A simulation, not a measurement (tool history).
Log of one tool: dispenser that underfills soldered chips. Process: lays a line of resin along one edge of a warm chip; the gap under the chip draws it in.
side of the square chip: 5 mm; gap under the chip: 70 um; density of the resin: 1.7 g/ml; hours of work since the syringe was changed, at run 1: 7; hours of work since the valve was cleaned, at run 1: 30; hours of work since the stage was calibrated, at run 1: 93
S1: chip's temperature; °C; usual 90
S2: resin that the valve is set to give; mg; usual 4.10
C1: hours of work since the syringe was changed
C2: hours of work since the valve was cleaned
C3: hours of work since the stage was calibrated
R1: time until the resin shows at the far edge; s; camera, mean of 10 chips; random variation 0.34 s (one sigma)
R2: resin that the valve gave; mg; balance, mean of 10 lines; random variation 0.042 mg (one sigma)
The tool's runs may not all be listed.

run,hour,S1,S2,C1,C2,C3,R1,R2
1,0.0,90,4.10,7,30,93,22.0,3.98
# hour 7.4: new syringe of resin
2,12.9,90,4.10,3,38,101,18.9,3.94
3,22.5,90,4.10,10,44,107,23.7,3.97
# hour 25.9: new syringe of resin
4,29.4,90,4.10,2,48,111,18.2,3.93
5,40.7,90,4.10,9,55,118,24.0,3.88
# hour 44.4: new syringe of resin
6,46.3,78,4.10,1,59,122,25.6,3.85
7,55.4,78,4.10,7,64,127,32.2,3.89
# hour 63.2: new syringe of resin
8,67.5,78,4.10,3,72,135,27.0,3.86
9,73.4,78,4.10,6,76,139,31.1,3.84
# hour 82.2: new syringe of resin
10,85.7,78,4.10,2,83,146,27.8,3.81
11,98.5,78,4.10,10,91,154,38.2,3.85
# hour 100.9: new syringe of resin
12,107.1,78,4.10,4,97,159,29.4,3.71
13,113.2,78,4.10,8,100,163,34.3,3.70
14,118.9,90,4.10,11,104,167,26.3,3.82
# hour 120.3: new syringe of resin
# hour 124.9: dispensing valve cleaned and set on the balance
15,129.1,90,4.13,5,3,173,19.6,4.08
# hour 139.6: new syringe of resin
16,139.6,90,4.10,0,9,179,17.3,4.08
17,150.5,90,4.10,7,16,186,21.9,4.02
18,156.8,90,4.10,11,20,190,25.8,4.04
# hour 158.4: new syringe of resin
19,169.5,90,4.10,7,28,198,22.2,4.03
# hour 176.8: new syringe of resin
20,181.7,90,4.10,3,35,205,18.9,4.06
21,192.1,100,5.18,10,42,212,17.0,5.00
# hour 195.9: new syringe of resin
22,201.9,100,4.98,4,48,218,13.6,4.87
# hour 214.6: new syringe of resin
23,214.6,86,4.07,0,56,226,18.7,3.81
24,220.1,100,4.19,3,59,229,14.0,4.07
25,231.8,77,4.19,11,67,237,37.8,3.93
# hour 233.2: new syringe of resin
26,238.6,88,5.03,3,71,241,19.4,4.65
27,244.1,101,5.18,7,74,244,14.9,4.85
# hour 251.7: new syringe of resin
28,253.1,80,5.20,1,80,250,22.5,4.77
29,265.0,87,4.13,8,87,257,25.4,3.85
# hour 270.8: new syringe of resin
30,275.8,84,3.94,3,94,264,22.6,3.63
31,281.9,84,4.58,7,98,268,26.0,4.14
# hour 289.4: new syringe of resin
32,293.5,81,4.66,3,105,275,23.5,4.22
# hour 297.2: dispensing valve cleaned and set on the balance
33,301.0,84,4.29,7,2,279,25.2,4.30
# hour 309.1: new syringe of resin
34,312.4,78,4.42,2,9,286,25.5,4.31
35,322.8,102,4.80,9,16,293,15.6,4.76

Some steps in R1 between neighbouring runs. How much of each would the tool show without its hidden state too (settings, what came in, random variation), and how much is left for the hidden state, with any gauge scatter that isn't in both results?
The hidden state here: resin's viscosity, % of fresh resin's; dose that the valve gives, % of what is set; true chip temperature over the reading, C; drift of the gauge itself on fill_s, %; drift of the gauge itself on given_mg, %.
Run 10 -> 11: no setting changed, nothing entered. R1 +10.4 s: hidden state +10.0, all else +0.4.
Run 24 -> 25: S1 100 -> 77. R1 +23.8 s: hidden state +10.8, all else +13.0.
Run 25 -> 26: S1 77 -> 88, S2 4.19 -> 5.03, new syringe of resin. R1 -18.4 s: hidden state -10.6, all else -7.8.

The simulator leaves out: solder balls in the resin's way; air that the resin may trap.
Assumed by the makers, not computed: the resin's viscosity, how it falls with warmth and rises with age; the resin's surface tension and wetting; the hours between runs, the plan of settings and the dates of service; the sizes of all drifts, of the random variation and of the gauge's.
